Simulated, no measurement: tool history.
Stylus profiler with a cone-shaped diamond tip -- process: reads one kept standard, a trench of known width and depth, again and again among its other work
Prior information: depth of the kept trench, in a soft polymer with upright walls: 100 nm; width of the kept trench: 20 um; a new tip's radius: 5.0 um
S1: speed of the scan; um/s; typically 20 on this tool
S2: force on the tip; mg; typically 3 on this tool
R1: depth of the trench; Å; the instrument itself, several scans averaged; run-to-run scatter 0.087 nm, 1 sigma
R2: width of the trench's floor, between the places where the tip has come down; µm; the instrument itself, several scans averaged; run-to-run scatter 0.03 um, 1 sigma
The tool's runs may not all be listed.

run    hour  S1    S2      R1     R2
  1       0  20     3  1013.6  17.87
  2      47  20     3  1012.9  17.92
  3     104  20     3  1013.9  17.95
  4   162.8  20     3  1013.2  17.94
  5   207.3  20     3  1012.9  17.92
  6   252.5  20     3  1013.2  17.86
  7   294.6  20     3  1012.7  17.85
  8   340.2  20     3  1013.8  17.88
  9   387.4  20     3  1013.6  17.83
 10   445.2  20     3  1012.8  17.87
 11   481.7  20     3  1013.1  17.86
 12     514  20     3  1013.2  17.91
 13   550.5  20     3  1012.6  17.86
 14   611.1  20     3  1012.9  17.87
 15   642.7  61     3  1013.5  17.68
 16   699.1  61     3  1013.1  17.69
 17   731.8  61     3    1012   17.7
 18   782.3  61  2.91  1012.9  17.72
 19   828.6  20     3  1012.9  17.79
 20   861.9  20     3  1013.3   17.9
 21   911.2  20     3  1012.8  17.93
 22   954.2  20     3  1012.2  17.88
 23   982.6  20     3  1011.7   17.9
 24  1033.7  25  4.94  1019.3  17.87
 25  1082.5   7  3.09  1015.6  17.97
 26  1113.6  20   2.5  1012.3  17.88
 27  1147.1  30  1.48    1008  17.76
 28  1171.5  49  2.84  1012.2  17.74
 29  1220.3  49  7.52  1024.5  17.87
 30  1267.8  20  1.12  1006.7  17.86
 31  1325.1   5  1.85  1009.7  17.97
 32  1367.4   6  1.46  1008.8  17.92
 33  1394.6  13  1.82  1011.3  17.89
 34  1425.3  64  4.21  1017.1  17.77
 35  1462.4  37  2.53  1011.4  17.84
 36  1513.4  21  4.61  1016.1  17.94
 37  1544.8  21  4.61  1018.1  17.92
 38  1570.5  67  5.64  1021.5  17.76
     1579.1  -- new tip fitted, height scale calibrated
 39  1623.1   6  2.39    1011  17.93
 40  1681.5  20   1.3  1008.2  17.84
 41  1724.7   7  2.24  1011.1     18
 42  1759.5   7   1.3  1007.4  17.96
 43  1797.6  15  1.42    1008   17.9
 44  1826.4   7  1.42  1008.4  17.99
 45  1860.1   7  1.42  1007.6  17.97
 46  1889.9   7  1.42  1008.5  17.96

Each row is a separate what-if for the run after 46, all from the same tool condition, not one after another. Results?
  A  1934.2  49  2.91   ?   ?
  B  1934.2  47  3.06   ?   ?
  C  1934.2   7  2.13   ?   ?

run      R1     R2
  A  1012.4  17.76
  B  1013.2  17.74
  C  1011.1  17.97
Stripped of hidden state, with their random variation kept, the same runs would have yielded:
run      R1     R2
  A  1012.4  17.77
  B  1013.2  17.74
  C  1011.1  17.97
